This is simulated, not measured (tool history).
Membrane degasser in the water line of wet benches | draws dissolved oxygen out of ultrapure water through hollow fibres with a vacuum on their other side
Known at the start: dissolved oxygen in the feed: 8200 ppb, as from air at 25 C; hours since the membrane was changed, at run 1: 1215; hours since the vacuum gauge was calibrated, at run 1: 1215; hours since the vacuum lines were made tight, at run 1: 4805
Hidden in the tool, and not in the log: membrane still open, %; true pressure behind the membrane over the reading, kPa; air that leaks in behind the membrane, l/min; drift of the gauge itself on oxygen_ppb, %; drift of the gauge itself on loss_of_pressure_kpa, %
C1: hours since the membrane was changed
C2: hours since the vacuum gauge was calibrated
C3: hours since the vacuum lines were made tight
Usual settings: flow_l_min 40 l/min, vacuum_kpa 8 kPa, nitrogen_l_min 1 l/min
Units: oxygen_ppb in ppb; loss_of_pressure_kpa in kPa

{"run": 1, "hour": 0.0, "flow_l_min": 40, "vacuum_kpa": 8, "nitrogen_l_min": 1, "C1": 1215, "C2": 1215, "C3": 4805, "oxygen_ppb": 462.1, "loss_of_pressure_kpa": 67.82}
{"run": 2, "hour": 87.3, "flow_l_min": 45, "vacuum_kpa": 8, "nitrogen_l_min": 1, "C1": 1302, "C2": 1302, "C3": 4893, "oxygen_ppb": 533.9, "loss_of_pressure_kpa": 75.81}
{"run": 3, "hour": 207.9, "flow_l_min": 45, "vacuum_kpa": 8, "nitrogen_l_min": 1, "C1": 1423, "C2": 1423, "C3": 5013, "oxygen_ppb": 539.2, "loss_of_pressure_kpa": 75.96}
{"hour": 250.9, "done": "seals of the vacuum lines changed"}
{"run": 4, "hour": 318.3, "flow_l_min": 40, "vacuum_kpa": 8, "nitrogen_l_min": 1, "C1": 1531, "C2": 1531, "C3": 67, "oxygen_ppb": 466.2, "loss_of_pressure_kpa": 67.73}
{"run": 5, "hour": 426.7, "flow_l_min": 40, "vacuum_kpa": 8, "nitrogen_l_min": 1, "C1": 1640, "C2": 1640, "C3": 176, "oxygen_ppb": 463.8, "loss_of_pressure_kpa": 67.63}
{"run": 6, "hour": 519.4, "flow_l_min": 40, "vacuum_kpa": 8, "nitrogen_l_min": 1, "C1": 1732, "C2": 1732, "C3": 268, "oxygen_ppb": 462.6, "loss_of_pressure_kpa": 67.61}
{"run": 7, "hour": 589.0, "flow_l_min": 40, "vacuum_kpa": 8, "nitrogen_l_min": 1, "C1": 1802, "C2": 1802, "C3": 338, "oxygen_ppb": 464.3, "loss_of_pressure_kpa": 67.41}
{"run": 8, "hour": 695.6, "flow_l_min": 40, "vacuum_kpa": 7.1, "nitrogen_l_min": 1, "C1": 1909, "C2": 1909, "C3": 445, "oxygen_ppb": 395, "loss_of_pressure_kpa": 67.48}
{"run": 9, "hour": 789.9, "flow_l_min": 40, "vacuum_kpa": 7.1, "nitrogen_l_min": 1, "C1": 2003, "C2": 2003, "C3": 539, "oxygen_ppb": 390.4, "loss_of_pressure_kpa": 67.6}
{"run": 10, "hour": 910.6, "flow_l_min": 27, "vacuum_kpa": 8, "nitrogen_l_min": 1, "C1": 2124, "C2": 2124, "C3": 660, "oxygen_ppb": 286.7, "loss_of_pressure_kpa": 45.8}
{"run": 11, "hour": 1051.6, "flow_l_min": 40, "vacuum_kpa": 8, "nitrogen_l_min": 1, "C1": 2265, "C2": 2265, "C3": 801, "oxygen_ppb": 469.7, "loss_of_pressure_kpa": 67.4}
{"run": 12, "hour": 1110.2, "flow_l_min": 40, "vacuum_kpa": 8, "nitrogen_l_min": 1, "C1": 2323, "C2": 2323, "C3": 859, "oxygen_ppb": 456.6, "loss_of_pressure_kpa": 67.19}
{"run": 13, "hour": 1221.8, "flow_l_min": 40, "vacuum_kpa": 8, "nitrogen_l_min": 0.53, "C1": 2435, "C2": 2435, "C3": 971, "oxygen_ppb": 667.9, "loss_of_pressure_kpa": 67.2}
{"run": 14, "hour": 1288.3, "flow_l_min": 40, "vacuum_kpa": 8, "nitrogen_l_min": 0.79, "C1": 2501, "C2": 2501, "C3": 1037, "oxygen_ppb": 510.6, "loss_of_pressure_kpa": 67.3}
{"run": 15, "hour": 1396.7, "flow_l_min": 40, "vacuum_kpa": 8, "nitrogen_l_min": 1, "C1": 2610, "C2": 2610, "C3": 1146, "oxygen_ppb": 458.7, "loss_of_pressure_kpa": 67.11}
{"run": 16, "hour": 1503.8, "flow_l_min": 40, "vacuum_kpa": 8, "nitrogen_l_min": 1, "C1": 2717, "C2": 2717, "C3": 1253, "oxygen_ppb": 459.6, "loss_of_pressure_kpa": 67.25}
{"run": 17, "hour": 1600.8, "flow_l_min": 40, "vacuum_kpa": 8, "nitrogen_l_min": 1, "C1": 2814, "C2": 2814, "C3": 1350, "oxygen_ppb": 456.6, "loss_of_pressure_kpa": 67}
{"run": 18, "hour": 1698.2, "flow_l_min": 48, "vacuum_kpa": 11.66, "nitrogen_l_min": 1, "C1": 2911, "C2": 2911, "C3": 1447, "oxygen_ppb": 893.6, "loss_of_pressure_kpa": 80.25}
{"run": 19, "hour": 1762.7, "flow_l_min": 40, "vacuum_kpa": 17.6, "nitrogen_l_min": 1, "C1": 2976, "C2": 2976, "C3": 1512, "oxygen_ppb": 1119.8, "loss_of_pressure_kpa": 67.31}
{"run": 20, "hour": 1894.6, "flow_l_min": 51, "vacuum_kpa": 7.05, "nitrogen_l_min": 1.6, "C1": 3108, "C2": 3108, "C3": 1644, "oxygen_ppb": 450.9, "loss_of_pressure_kpa": 84.82}
{"run": 21, "hour": 1975.7, "flow_l_min": 32, "vacuum_kpa": 15.33, "nitrogen_l_min": 1.03, "C1": 3189, "C2": 3189, "C3": 1725, "oxygen_ppb": 768.4, "loss_of_pressure_kpa": 53.66}
{"run": 22, "hour": 2085.5, "flow_l_min": 51, "vacuum_kpa": 13.77, "nitrogen_l_min": 1.96, "C1": 3298, "C2": 3298, "C3": 1835, "oxygen_ppb": 751.9, "loss_of_pressure_kpa": 85.18}
{"run": 23, "hour": 2200.5, "flow_l_min": 31, "vacuum_kpa": 8, "nitrogen_l_min": 1, "C1": 3414, "C2": 3414, "C3": 1950, "oxygen_ppb": 339.6, "loss_of_pressure_kpa": 51.33}
{"run": 24, "hour": 2294.5, "flow_l_min": 31, "vacuum_kpa": 8, "nitrogen_l_min": 1, "C1": 3508, "C2": 3508, "C3": 2044, "oxygen_ppb": 329, "loss_of_pressure_kpa": 52.01}
{"run": 25, "hour": 2417.0, "flow_l_min": 31, "vacuum_kpa": 8, "nitrogen_l_min": 1, "C1": 3630, "C2": 3630, "C3": 2166, "oxygen_ppb": 338.8, "loss_of_pressure_kpa": 51.56}

Forecast run 26:
{"run": 26, "hour": 2535.7, "flow_l_min": 31, "vacuum_kpa": 8, "nitrogen_l_min": 1, "C1": 3749, "C2": 3749, "C3": 2285, "oxygen_ppb": "?", "loss_of_pressure_kpa": "?"}

{"run 26": {"oxygen_ppb": 335.3, "loss_of_pressure_kpa": 51.61}}
Without the tool's hidden state the same run would have given oxygen_ppb 334.9 ppb, loss_of_pressure_kpa 52.4 kPa.
